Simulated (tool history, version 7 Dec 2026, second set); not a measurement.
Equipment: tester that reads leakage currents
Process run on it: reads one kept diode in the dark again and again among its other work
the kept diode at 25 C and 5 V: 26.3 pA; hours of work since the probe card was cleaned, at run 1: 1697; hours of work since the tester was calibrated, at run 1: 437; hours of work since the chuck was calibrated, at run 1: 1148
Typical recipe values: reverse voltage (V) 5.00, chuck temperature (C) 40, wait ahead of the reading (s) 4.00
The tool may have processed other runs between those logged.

run,day,reverse voltage (V),chuck temperature (C),wait ahead of the reading (s),hours of work since the probe card was cleaned,hours of work since the tester was calibrated,hours of work since the chuck was calibrated,current that the tester gives (pA)
1,0.000,5.00,40,4.00,1697,437,1148,115.06
2,4.471,5.00,40,4.00,1751,491,1203,115.63
3,9.058,5.00,40,4.00,1808,548,1259,116.60
# day 11.058: chuck's temperature calibrated
4,14.488,5.00,40,4.00,1873,613,42,105.69
5,19.838,5.00,40,0.47,1938,678,107,107.82
6,23.804,5.00,50,0.47,1987,727,156,238.31
7,26.796,5.00,41,0.47,2023,763,193,117.96
8,32.054,5.00,41,0.47,2088,828,257,119.25
9,35.454,1.14,40,4.00,2129,869,298,43.91
10,39.117,1.14,40,4.00,2174,914,343,44.01
11,43.658,1.14,40,4.00,2230,970,399,44.37
12,46.242,4.26,40,4.00,2261,1001,430,99.98
13,49.042,5.00,40,4.00,2296,1036,465,110.92
14,53.254,5.00,40,4.00,2347,1087,516,111.57
15,56.333,5.00,40,4.00,2385,1125,554,112.13
# day 56.842: tester calibrated
16,60.112,5.00,40,4.00,2430,40,599,112.73
17,63.146,3.76,26,0.67,2467,77,636,32.88
18,68.088,2.48,25,0.43,2528,138,697,23.78
# day 69.562: tester calibrated, once more
19,72.121,2.48,25,0.43,2576,31,745,23.52
20,75.304,14.38,46,4.00,2615,70,784,348.50
21,78.758,11.52,38,0.39,2657,112,826,172.03
22,81.283,1.48,53,4.00,2688,143,857,149.82
23,86.167,1.48,53,4.00,2748,203,917,150.42
24,90.317,1.48,53,4.00,2799,254,968,150.71
25,94.379,1.48,53,4.00,2848,304,1017,151.16
26,98.046,1.48,53,4.00,2893,348,1062,153.06
27,103.267,1.48,53,4.00,2957,412,1126,153.90
28,107.442,1.48,53,4.00,3008,463,1177,154.39

Here are 4 independent what-if runs from the current tool condition. What would each one return?
A,111.871,13.80,53,2.09,3062,518,1231,?
B,111.871,12.61,40,4.00,3062,518,1231,?
C,111.871,1.07,40,4.00,3062,518,1231,?
D,111.871,10.77,36,4.64,3062,518,1231,?

run,current that the tester gives (pA)
A,601.10
B,216.97
C,45.98
D,144.42
With the hidden condition removed and each run's random variation left untouched, the same runs would have given:
run,current that the tester gives (pA)
A,524.92
B,174.45
C,39.85
D,111.79

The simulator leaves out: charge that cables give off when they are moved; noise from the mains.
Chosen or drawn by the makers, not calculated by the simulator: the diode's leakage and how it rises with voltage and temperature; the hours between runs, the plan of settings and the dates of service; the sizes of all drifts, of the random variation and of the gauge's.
